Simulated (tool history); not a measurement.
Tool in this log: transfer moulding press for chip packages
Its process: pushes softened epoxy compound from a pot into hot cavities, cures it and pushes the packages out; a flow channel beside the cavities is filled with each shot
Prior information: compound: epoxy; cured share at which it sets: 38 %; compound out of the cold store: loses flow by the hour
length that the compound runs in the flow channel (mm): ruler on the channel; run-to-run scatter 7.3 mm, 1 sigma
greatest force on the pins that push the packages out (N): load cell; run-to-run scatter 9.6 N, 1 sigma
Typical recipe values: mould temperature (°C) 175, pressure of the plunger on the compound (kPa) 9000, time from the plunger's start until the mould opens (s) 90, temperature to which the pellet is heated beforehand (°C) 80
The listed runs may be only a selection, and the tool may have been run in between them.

| run | hour | mould temperature (°C) | pressure of the plunger on the compound (kPa) | time from the plunger's start until the mould opens (s) | temperature to which the pellet is heated beforehand (°C) | incoming compound's hours out of the cold store | length that the compound runs in the flow channel (mm) | greatest force on the pins that push the packages out (N) |
|---|---|---|---|---|---|---|---|---|
| 1 | 0.0 | 175 | 9000 | 90 | 80 | 25.2 | 970 | 518 |
| 2 | 30.2 | 175 | 9000 | 90 | 80 | 21.2 | 972 | 721 |
| 3 | 52.8 | 175 | 9000 | 90 | 80 | 26.1 | 953 | 806 |
|  | 72.9 | cavities cleaned with cleaning compound and waxed |
| 4 | 78.9 | 175 | 9000 | 90 | 80 | 12.4 | 994 | 537 |
| 5 | 105.6 | 175 | 9000 | 90 | 80 | 38.4 | 898 | 692 |
| 6 | 125.1 | 175 | 9000 | 90 | 80 | 26.5 | 934 | 755 |
|  | 131.4 | plunger's sealing rings changed |
|  | 156.3 | cavities cleaned with cleaning compound and waxed |
| 7 | 159.6 | 175 | 9000 | 90 | 80 | 15.0 | 1034 | 491 |
| 8 | 185.6 | 175 | 7200 | 90 | 80 | 23.8 | 860 | 697 |
| 9 | 212.7 | 175 | 7200 | 90 | 80 | 14.3 | 900 | 809 |
| 10 | 229.1 | 175 | 7200 | 90 | 80 | 45.2 | 796 | 796 |
|  | 236.1 | cavities cleaned with cleaning compound and waxed |
| 11 | 264.6 | 175 | 9000 | 90 | 80 | 28.3 | 943 | 705 |
| 12 | 287.0 | 175 | 9000 | 90 | 80 | 11.4 | 994 | 816 |
| 13 | 301.3 | 175 | 9000 | 90 | 80 | 25.0 | 940 | 808 |
|  | 316.0 | cavities cleaned with cleaning compound and waxed |
| 14 | 334.1 | 175 | 9000 | 90 | 80 | 36.6 | 904 | 625 |
|  | 339.1 | plunger's sealing rings changed |
| 15 | 370.7 | 179 | 9380 | 121 | 86 | 26.4 | 964 | 595 |
|  | 375.6 | mould's thermocouples calibrated |
| 16 | 395.9 | 179 | 9380 | 121 | 86 | 33.4 | 954 | 648 |
|  | 400.6 | cavities cleaned with cleaning compound and waxed |
| 17 | 421.5 | 175 | 9000 | 129 | 80 | 28.0 | 953 | 499 |
| 18 | 437.4 | 175 | 9000 | 129 | 80 | 29.4 | 946 | 573 |
|  | 453.9 | mould's thermocouples calibrated, once more |
| 19 | 471.1 | 170 | 10140 | 114 | 83 | 36.8 | 989 | 711 |
|  | 483.0 | cavities cleaned with cleaning compound and waxed |
| 20 | 496.1 | 177 | 10140 | 106 | 71 | 31.8 | 979 | 494 |
| 21 | 522.5 | 177 | 10140 | 106 | 71 | 25.3 | 990 | 567 |
|  | 549.6 | plunger's sealing rings changed |
| 22 | 553.1 | 174 | 10140 | 106 | 71 | 32.9 | 1018 | 716 |
|  | 566.2 | cavities cleaned with cleaning compound and waxed |
| 23 | 580.6 | 175 | 9000 | 73 | 80 | 16.8 | 1009 | 904 |
| 24 | 607.4 | 171 | 9000 | 110 | 80 | 26.7 | 972 | 682 |
| 25 | 637.6 | 171 | 9000 | 110 | 80 | 17.0 | 1008 | 740 |
|  | 646.5 | cavities cleaned with cleaning compound and waxed |
| 26 | 672.0 | 171 | 7950 | 76 | 80 | 10.9 | 966 | 1241 |

The next listed run, before its measurement:
| 27 | 699.0 | 167 | 7450 | 90 | 78 | 14.7 | ? | ? |

{"run 27": {"length that the compound runs in the flow channel (mm)": 923, "greatest force on the pins that push the packages out (N)": 1363}}
Take away the tool's hidden state, keep the run-to-run variation as it was, and the same run would have given length that the compound runs in the flow channel (mm) 952, greatest force on the pins that push the packages out (N) 767.
